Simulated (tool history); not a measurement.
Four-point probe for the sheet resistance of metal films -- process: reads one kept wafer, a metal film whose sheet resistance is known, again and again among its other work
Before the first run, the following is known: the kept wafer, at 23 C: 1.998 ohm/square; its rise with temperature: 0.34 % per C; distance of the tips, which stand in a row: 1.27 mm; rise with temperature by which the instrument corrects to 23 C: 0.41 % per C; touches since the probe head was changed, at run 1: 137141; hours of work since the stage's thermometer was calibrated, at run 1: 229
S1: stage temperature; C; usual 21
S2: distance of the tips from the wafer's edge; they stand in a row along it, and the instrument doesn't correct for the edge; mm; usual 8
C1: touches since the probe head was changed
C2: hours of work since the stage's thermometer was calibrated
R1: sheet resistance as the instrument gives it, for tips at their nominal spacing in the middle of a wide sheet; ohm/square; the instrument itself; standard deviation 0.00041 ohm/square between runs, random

run 1 day=0 | S1=21 S2=8 | C1=137141 C2=229 | R1=2.02656
run 2 day=0.35 | S1=21 S2=8 | C1=137489 C2=233 | R1=2.027527
run 3 day=0.808 | S1=28 S2=8 | C1=137944 C2=238 | R1=2.018679
run 4 day=1.225 | S1=21 S2=17 | C1=138361 C2=243 | R1=2.006229
run 5 day=1.675 | S1=21 S2=17 | C1=138806 C2=248 | R1=2.005986
run 6 day=2.242 | S1=21 S2=10 | C1=139372 C2=255 | R1=2.017155
run 7 day=2.721 | S1=21 S2=10 | C1=139848 C2=260 | R1=2.017275
run 8 day=3.208 | S1=21 S2=8 | C1=140335 C2=266 | R1=2.027534
run 9 day=3.75 | S1=21 S2=8 | C1=140874 C2=272 | R1=2.026388
run 10 day=4.238 | S1=21 S2=8 | C1=141357 C2=277 | R1=2.027838
run 11 day=4.883 | S1=21 S2=8 | C1=142002 C2=285 | R1=2.02724
run 12 day=5.292 | S1=21 S2=8 | C1=142406 C2=289 | R1=2.026753
-- day=5.417 new probe head fitted
run 13 day=5.742 | S1=21 S2=8 | C1=327 C2=294 | R1=2.027611
run 14 day=6.367 | S1=31 S2=8 | C1=949 C2=301 | R1=2.015327
run 15 day=6.817 | S1=31 S2=8 | C1=1395 C2=306 | R1=2.014913
run 16 day=7.325 | S1=31 S2=8 | C1=1902 C2=312 | R1=2.014348
run 17 day=7.621 | S1=31 S2=4 | C1=2195 C2=315 | R1=2.091313
run 18 day=8.088 | S1=31 S2=4 | C1=2659 C2=321 | R1=2.090277
run 19 day=8.538 | S1=31 S2=38 | C1=3106 C2=326 | R1=1.989407
run 20 day=8.879 | S1=31 S2=38 | C1=3448 C2=330 | R1=1.989591
run 21 day=9.217 | S1=21 S2=8 | C1=3785 C2=334 | R1=2.026922
run 22 day=9.567 | S1=21 S2=8 | C1=4131 C2=338 | R1=2.027548
run 23 day=10.212 | S1=23 S2=8 | C1=4775 C2=345 | R1=2.02463
run 24 day=10.588 | S1=26 S2=24 | C1=5146 C2=349 | R1=1.997001
run 25 day=11.046 | S1=23 S2=17 | C1=5605 C2=354 | R1=2.003865
run 26 day=11.596 | S1=21 S2=68 | C1=6151 C2=361 | R1=2.001693
run 27 day=11.988 | S1=21 S2=4 | C1=6540 C2=365 | R1=2.103802
run 28 day=12.554 | S1=21 S2=70 | C1=7104 C2=372 | R1=2.000749
run 29 day=13.062 | S1=23 S2=5 | C1=7611 C2=377 | R1=2.065325
run 30 day=13.371 | S1=29 S2=32 | C1=7919 C2=381 | R1=1.992565
run 31 day=13.817 | S1=31 S2=31 | C1=8361 C2=386 | R1=1.989719
run 32 day=14.179 | S1=26 S2=45 | C1=8723 C2=390 | R1=1.994555
run 33 day=14.658 | S1=33 S2=6 | C1=9199 C2=395 | R1=2.032637
run 34 day=15.112 | S1=21 S2=73 | C1=9650 C2=401 | R1=2.001244
run 35 day=15.475 | S1=20 S2=11 | C1=10011 C2=405 | R1=2.017019
run 36 day=15.879 | S1=20 S2=6 | C1=10413 C2=409 | R1=2.048541
run 37 day=16.521 | S1=22 S2=3 | C1=11052 C2=417 | R1=2.173698
run 38 day=16.888 | S1=21 S2=20 | C1=11417 C2=421 | R1=2.004807
run 39 day=17.233 | S1=25 S2=5 | C1=11759 C2=425 | R1=2.06321
run 40 day=17.779 | S1=22 S2=13 | C1=12302 C2=431 | R1=2.009009
run 41 day=18.446 | S1=20 S2=67 | C1=12967 C2=438 | R1=2.001808
run 42 day=18.871 | S1=26 S2=11 | C1=13390 C2=443 | R1=2.008855
run 43 day=19.25 | S1=26 S2=11 | C1=13770 C2=448 | R1=2.008548
run 44 day=19.821 | S1=23 S2=18 | C1=14334 C2=454 | R1=2.00277
run 45 day=20.504 | S1=21 S2=9 | C1=15018 C2=462 | R1=2.02175

Each row is a separate what-if for the run after 45, all from the same tool condition, not one after another. Results?
run A day=21.192 | S1=25 S2=9 | C1=15698 C2=470 | R1=?
run B day=21.192 | S1=21 S2=9 | C1=15698 C2=470 | R1=?
run C day=21.192 | S1=32 S2=10 | C1=15698 C2=470 | R1=?

run=A R1=2.016416
run=B R1=2.022013
run=C R1=2.004486
Without the tool's unlogged condition, the same runs would have read:
run=A R1=2.016458
run=B R1=2.022055
run=C R1=2.004529

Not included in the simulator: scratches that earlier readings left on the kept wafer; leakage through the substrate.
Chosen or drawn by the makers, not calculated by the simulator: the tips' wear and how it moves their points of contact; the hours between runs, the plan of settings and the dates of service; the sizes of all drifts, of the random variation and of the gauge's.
